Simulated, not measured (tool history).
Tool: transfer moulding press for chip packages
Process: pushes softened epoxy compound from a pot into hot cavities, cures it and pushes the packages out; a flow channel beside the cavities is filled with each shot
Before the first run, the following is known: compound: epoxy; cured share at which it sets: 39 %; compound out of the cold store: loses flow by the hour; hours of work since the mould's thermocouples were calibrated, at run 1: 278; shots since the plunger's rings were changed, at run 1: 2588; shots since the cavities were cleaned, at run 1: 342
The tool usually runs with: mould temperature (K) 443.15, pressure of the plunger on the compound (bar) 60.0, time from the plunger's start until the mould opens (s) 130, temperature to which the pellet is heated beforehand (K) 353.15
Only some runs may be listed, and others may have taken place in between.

| run | hour | mould temperature (K) | pressure of the plunger on the compound (bar) | time from the plunger's start until the mould opens (s) | temperature to which the pellet is heated beforehand (K) | hours of work since the mould's thermocouples were calibrated | shots since the plunger's rings were changed | shots since the cavities were cleaned | incoming compound's hours out of the cold store | length that the compound runs in the flow channel (mm) | greatest force on the pins that push the packages out (N) |
|---|---|---|---|---|---|---|---|---|---|---|---|
| 1 | 0.0 | 443.15 | 60.0 | 130 | 353.15 | 278 | 2588 | 342 | 14.5 | 773 | 259 |
| 2 | 10.0 | 443.15 | 60.0 | 130 | 353.15 | 285 | 2686 | 440 | 46.5 | 659 | 265 |
| 3 | 18.8 | 443.15 | 53.4 | 130 | 353.15 | 292 | 2773 | 527 | 33.6 | 666 | 254 |
| 4 | 26.1 | 443.15 | 53.4 | 130 | 353.15 | 297 | 2844 | 598 | 10.6 | 743 | 257 |
| 5 | 36.6 | 443.15 | 53.4 | 130 | 353.15 | 304 | 2947 | 701 | 11.8 | 733 | 243 |
| 6 | 44.1 | 449.15 | 53.4 | 130 | 353.15 | 310 | 3020 | 774 | 43.3 | 613 | 242 |
| 7 | 54.1 | 443.15 | 60.0 | 130 | 353.15 | 317 | 3118 | 872 | 37.3 | 683 | 265 |
|  | 64.0 | cavities cleaned with cleaning compound and waxed |
| 8 | 66.6 | 443.15 | 60.0 | 164 | 353.15 | 325 | 3226 | 26 | 29.7 | 726 | 232 |
| 9 | 74.3 | 443.15 | 60.0 | 138 | 353.15 | 330 | 3302 | 102 | 28.8 | 735 | 244 |
|  | 78.5 | plunger's sealing rings changed |
| 10 | 84.6 | 443.15 | 60.0 | 138 | 353.15 | 336 | 60 | 178 | 34.1 | 714 | 249 |
| 11 | 91.5 | 443.15 | 60.0 | 138 | 353.15 | 341 | 127 | 245 | 32.0 | 712 | 250 |
| 12 | 102.4 | 443.15 | 60.0 | 165 | 353.15 | 349 | 234 | 352 | 28.3 | 712 | 237 |
| 13 | 114.7 | 443.15 | 56.1 | 130 | 353.15 | 357 | 355 | 473 | 27.0 | 700 | 245 |
| 14 | 122.5 | 443.15 | 68.0 | 130 | 353.15 | 363 | 431 | 549 | 40.7 | 739 | 241 |
| 15 | 130.6 | 444.15 | 67.5 | 130 | 358.15 | 369 | 511 | 629 | 41.0 | 713 | 248 |
| 16 | 142.0 | 443.15 | 65.6 | 152 | 346.15 | 377 | 622 | 740 | 16.7 | 810 | 246 |

What will run 17 give?
| 17 | 152.8 | 451.15 | 47.1 | 144 | 354.15 | 385 | 728 | 846 | 38.9 | ? | ? |

{"run 17": {"length that the compound runs in the flow channel (mm)": 585, "greatest force on the pins that push the packages out (N)": 235}}
Had the tool carried no hidden state, the very same run would have given length that the compound runs in the flow channel (mm) 585, greatest force on the pins that push the packages out (N) 232.
